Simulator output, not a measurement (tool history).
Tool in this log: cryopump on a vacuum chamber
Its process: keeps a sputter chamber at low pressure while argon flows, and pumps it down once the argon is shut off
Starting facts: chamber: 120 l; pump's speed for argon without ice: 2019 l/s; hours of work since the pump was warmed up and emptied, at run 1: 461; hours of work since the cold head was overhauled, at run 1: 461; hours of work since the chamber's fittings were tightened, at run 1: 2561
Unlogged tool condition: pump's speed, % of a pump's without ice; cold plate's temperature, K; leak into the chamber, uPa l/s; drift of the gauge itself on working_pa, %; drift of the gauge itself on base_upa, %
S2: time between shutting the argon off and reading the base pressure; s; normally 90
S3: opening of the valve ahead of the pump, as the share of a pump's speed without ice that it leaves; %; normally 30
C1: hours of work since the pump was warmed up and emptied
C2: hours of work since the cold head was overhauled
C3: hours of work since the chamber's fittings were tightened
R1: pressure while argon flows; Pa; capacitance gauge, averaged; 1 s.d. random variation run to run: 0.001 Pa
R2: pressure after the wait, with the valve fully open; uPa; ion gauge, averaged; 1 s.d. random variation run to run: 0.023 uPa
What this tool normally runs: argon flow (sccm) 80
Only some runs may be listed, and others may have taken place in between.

Run 1, day 0.000: usual settings; C1 461; C2 461; C3 2561. Result: R1 0.2437 Pa, R2 1.83 uPa.
Run 2, day 0.658: usual settings; C1 472; C2 472; C3 2571. Result: R1 0.2464 Pa, R2 1.88 uPa.
Run 3, day 1.200: usual settings but S3 25 %; C1 480; C2 480; C3 2580. Result: R1 0.2900 Pa, R2 1.84 uPa.
Run 4, day 1.871: usual settings but S3 25 %; C1 491; C2 491; C3 2591. Result: R1 0.2916 Pa, R2 1.90 uPa.
Run 5, day 2.675: usual settings but S3 25 %; C1 504; C2 504; C3 2604. Result: R1 0.2928 Pa, R2 1.88 uPa.
At day 3.238: pump warmed up, emptied and cooled again.
Run 6, day 3.692: usual settings but S2 268 s; C1 7; C2 517; C3 2617. Result: R1 0.2237 Pa, R2 1.11 uPa.
Run 7, day 4.192: usual settings; C1 15; C2 525; C3 2625. Result: R1 0.2233 Pa, R2 1.59 uPa.
Run 8, day 4.900: usual settings; C1 27; C2 536; C3 2636. Result: R1 0.2234 Pa, R2 1.61 uPa.
Run 9, day 5.692: usual settings; C1 39; C2 549; C3 2649. Result: R1 0.2251 Pa, R2 1.61 uPa.

The next listed run, before its measurement:
Run 10, day 6.183: usual settings; C1 47; C2 557; C3 2656. Result: R1 ?, R2 ?.

R1: 0.2280 Pa
R2: 1.56 uPa
Were there no unlogged condition in the tool, this run, its random variation unchanged, would have produced R1 0.2259 Pa, R2 0.73 uPa.
